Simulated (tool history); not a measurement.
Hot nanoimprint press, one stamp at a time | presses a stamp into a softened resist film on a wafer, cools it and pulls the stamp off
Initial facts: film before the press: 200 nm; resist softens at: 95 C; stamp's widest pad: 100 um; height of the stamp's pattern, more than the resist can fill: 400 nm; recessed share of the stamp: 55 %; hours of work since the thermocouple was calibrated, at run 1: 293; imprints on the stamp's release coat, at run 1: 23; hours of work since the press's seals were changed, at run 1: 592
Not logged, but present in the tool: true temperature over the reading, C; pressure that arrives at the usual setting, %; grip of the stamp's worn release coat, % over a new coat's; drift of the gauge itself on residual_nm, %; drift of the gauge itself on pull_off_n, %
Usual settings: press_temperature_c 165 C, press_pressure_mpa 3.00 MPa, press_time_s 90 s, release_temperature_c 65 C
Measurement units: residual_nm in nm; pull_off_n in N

run,hour,press_temperature_c,press_pressure_mpa,press_time_s,release_temperature_c,hours of work since the thermocouple was calibrated,imprints on the stamp's release coat,hours of work since the press's seals were changed,residual_nm,pull_off_n
1,0.0,165,3.00,90,65,293,23,592,121.6,207
2,16.0,165,3.00,90,65,304,104,603,121.7,210
3,44.9,165,3.00,90,72,324,250,623,122.0,201
4,73.9,165,3.00,90,72,344,396,643,122.8,211
5,102.8,165,3.00,90,53,364,543,663,123.1,268
6,120.6,165,3.00,90,65,377,633,676,122.8,241
7,141.8,165,3.00,90,65,391,740,690,123.6,256
8,163.9,165,3.00,90,65,407,851,706,124.3,264
9,187.1,165,3.00,90,65,423,969,722,124.1,271
# hour 195.1: stamp cleaned and given a new release coat
10,207.2,156,3.00,90,65,433,61,732,162.2,206
11,231.8,165,3.00,90,65,450,185,749,123.7,222
# hour 246.6: plate thermocouple calibrated
12,254.9,165,3.00,90,65,6,287,763,116.9,216
13,280.8,165,2.05,90,65,24,418,781,133.4,237
14,307.7,159,2.05,90,65,42,554,799,156.7,240
15,330.0,165,3.00,90,61,58,667,815,118.5,263
16,344.4,160,1.81,91,69,68,739,825,157.8,243
17,365.8,165,3.00,90,51,83,847,840,118.3,303
18,385.5,165,3.00,90,51,96,947,853,119.2,314
# hour 397.3: stamp cleaned and given a new release coat
19,413.8,174,3.00,90,69,112,83,869,85.1,197
20,429.1,165,3.92,90,65,123,160,879,108.4,217
21,448.6,167,2.16,179,57,136,259,893,99.9,239
22,470.2,167,2.16,101,53,151,368,908,121.7,257
23,486.4,159,3.13,156,72,162,450,919,124.1,222
24,499.7,174,3.00,109,55,172,517,928,80.5,263
25,527.8,174,3.00,109,63,191,659,948,80.1,250
26,551.3,165,2.40,175,71,207,778,964,105.5,243
27,579.0,173,3.00,89,59,227,918,983,91.8,281
# hour 596.6: stamp cleaned and given a new release coat
28,613.7,160,4.08,139,53,247,86,1003,114.2,245
29,627.3,160,4.08,139,53,256,155,1013,114.2,244
30,645.5,165,3.00,90,52,269,247,1025,121.8,250

How the hidden state differs across the entries between the runs, from the last listed run before each to the first after it:
Between runs 9 and 10: stamp cleaned and given a new release coat (hour 195.1)
  true temperature over the reading, C: -1.64 -> -1.68; pressure that arrives at the usual setting, %: 96.04 -> 95.98; grip of the stamp's worn release coat, % over a new coat's: 32.3 -> 1.9
  the result without the hidden state subtracted from the measured one, residual_nm: +8.6 -> +8.0 nm; pull_off_n: +70 -> +8 N
Between runs 11 and 12: plate thermocouple calibrated (hour 246.6)
  true temperature over the reading, C: -1.74 -> 0.09; pressure that arrives at the usual setting, %: 95.88 -> 95.81; grip of the stamp's worn release coat, % over a new coat's: 5.9 -> 9.2
  the result without the hidden state subtracted from the measured one, residual_nm: +9.1 -> +1.5 nm; pull_off_n: +17 -> +18 N
Between runs 18 and 19: stamp cleaned and given a new release coat (hour 397.3)
  true temperature over the reading, C: -0.24 -> -0.3; pressure that arrives at the usual setting, %: 95.29 -> 95.19; grip of the stamp's worn release coat, % over a new coat's: 31.5 -> 2.6
  the result without the hidden state subtracted from the measured one, residual_nm: +3.1 -> +2.9 nm; pull_off_n: +76 -> +6 N
Between runs 27 and 28: stamp cleaned and given a new release coat (hour 596.6)
  true temperature over the reading, C: -0.71 -> -0.79; pressure that arrives at the usual setting, %: 94.52 -> 94.41; grip of the stamp's worn release coat, % over a new coat's: 30.5 -> 2.7
  the result without the hidden state subtracted from the measured one, residual_nm: +4.7 -> +7.0 nm; pull_off_n: +67 -> +8 N
